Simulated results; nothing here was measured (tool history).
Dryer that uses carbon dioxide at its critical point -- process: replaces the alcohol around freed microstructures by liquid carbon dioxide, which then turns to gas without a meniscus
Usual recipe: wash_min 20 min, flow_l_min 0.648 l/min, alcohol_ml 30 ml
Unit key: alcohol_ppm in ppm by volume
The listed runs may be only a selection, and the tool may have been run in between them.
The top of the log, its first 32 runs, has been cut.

| run | day | wash_min | flow_l_min | alcohol_ml | hours of work since the filter was changed | hours of work since the purifier's bed was changed | alcohol_ppm |
|---|---|---|---|---|---|---|---|
| 33 | 15.875 | 18 | 0.411 | 88 | 166 | 245 | 1743 |
| 34 | 16.175 | 18 | 0.503 | 24 | 170 | 249 | 263 |
| 35 | 16.596 | 28 | 0.595 | 110 | 176 | 255 | 86 |
|  | 17.008 | inlet filter changed |
| 36 | 17.312 | 24 | 0.507 | 30 | 4 | 264 | 76 |
| 37 | 17.958 | 24 | 0.507 | 30 | 13 | 273 | 81 |
| 38 | 18.262 | 20 | 0.648 | 115 | 17 | 277 | 163 |
| 39 | 18.733 | 24 | 0.61 | 34 | 24 | 284 | 58 |
| 40 | 19.017 | 25 | 0.936 | 35 | 28 | 288 | 43 |
| 41 | 19.646 | 31 | 0.399 | 26 | 36 | 296 | 83 |
| 42 | 20.104 | 28 | 1.095 | 32 | 43 | 303 | 44 |
| 43 | 20.533 | 28 | 1.095 | 32 | 49 | 308 | 54 |
| 44 | 21.171 | 28 | 1.095 | 32 | 57 | 317 | 53 |

Forecast each of these 3 alternatives for the next run:
| A | 21.758 | 28 | 1.095 | 47 | 66 | 325 | ? |
| B | 21.758 | 14 | 0.856 | 67 | 66 | 325 | ? |
| C | 21.758 | 28 | 0.675 | 32 | 66 | 325 | ? |

| run | alcohol_ppm |
|---|---|
| A | 57 |
| B | 175 |
| C | 54 |
Had the tool no hidden state, the same runs would have come out as:
| run | alcohol_ppm |
|---|---|
| A | 12 |
| B | 102 |
| C | 7 |

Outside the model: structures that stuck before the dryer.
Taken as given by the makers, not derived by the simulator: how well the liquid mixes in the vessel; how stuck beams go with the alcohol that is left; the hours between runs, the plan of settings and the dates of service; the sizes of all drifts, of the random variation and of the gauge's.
